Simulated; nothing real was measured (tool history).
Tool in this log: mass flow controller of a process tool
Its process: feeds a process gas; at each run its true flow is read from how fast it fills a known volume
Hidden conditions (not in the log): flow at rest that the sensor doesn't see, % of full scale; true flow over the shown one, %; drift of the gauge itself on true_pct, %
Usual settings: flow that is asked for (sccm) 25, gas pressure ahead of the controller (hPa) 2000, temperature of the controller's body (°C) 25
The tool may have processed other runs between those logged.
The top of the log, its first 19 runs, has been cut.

| run | hour | flow that is asked for (sccm) | gas pressure ahead of the controller (hPa) | temperature of the controller's body (°C) | hours of work since the controller was set to zero | hours of work since the controller was changed | true flow (%) |
|---|---|---|---|---|---|---|---|
| 20 | 6115.2 | 22 | 2000 | 25 | 1597 | 1597 | 98.36 |
| 21 | 6414.9 | 19 | 2000 | 25 | 1737 | 1737 | 97.95 |
| 22 | 6658.3 | 19 | 2000 | 25 | 1850 | 1850 | 97.96 |
| 23 | 6940.8 | 26 | 2740 | 26 | 1981 | 1981 | 98.04 |
| 24 | 7319.3 | 47 | 2000 | 25 | 2157 | 2157 | 98.84 |
| 25 | 7584.8 | 38 | 2000 | 22 | 2280 | 2280 | 98.62 |
| 26 | 7840 | 38 | 2000 | 22 | 2399 | 2399 | 98.61 |
| 27 | 8026.7 | 41 | 1930 | 31 | 2486 | 2486 | 98.08 |
| 28 | 8333.3 | 41 | 1930 | 31 | 2629 | 2629 | 98.03 |
| 29 | 8617.7 | 25 | 2150 | 36 | 2761 | 2761 | 96.89 |
| 30 | 8986.1 | 18 | 2400 | 25 | 2932 | 2932 | 97.18 |
| 31 | 9226 | 25 | 1570 | 32 | 3044 | 3044 | 97.17 |
| 32 | 9627.3 | 25 | 1570 | 32 | 3230 | 3230 | 97.16 |
| 33 | 10067.4 | 31 | 2730 | 23 | 3435 | 3435 | 97.69 |
| 34 | 10325.7 | 31 | 2640 | 23 | 3555 | 3555 | 97.47 |
| 35 | 10783.2 | 5 | 2240 | 23 | 3768 | 3768 | 95.13 |
| 36 | 11075.3 | 5 | 2240 | 23 | 3903 | 3903 | 95.06 |
| 37 | 11508 | 36 | 2000 | 22 | 4105 | 4105 | 97.58 |
| 38 | 11720.8 | 36 | 2000 | 22 | 4204 | 4204 | 97.67 |
| 39 | 11951.2 | 34 | 2100 | 26 | 4311 | 4311 | 97.22 |

Run 40, settings as shown, results not yet in. Your forecast:
| 40 | 12321.1 | 34 | 2100 | 26 | 4483 | 4483 | ? |

true flow (%): 97.16
Minus the tool's unlogged condition, the same run would have read true flow (%) 99.47.
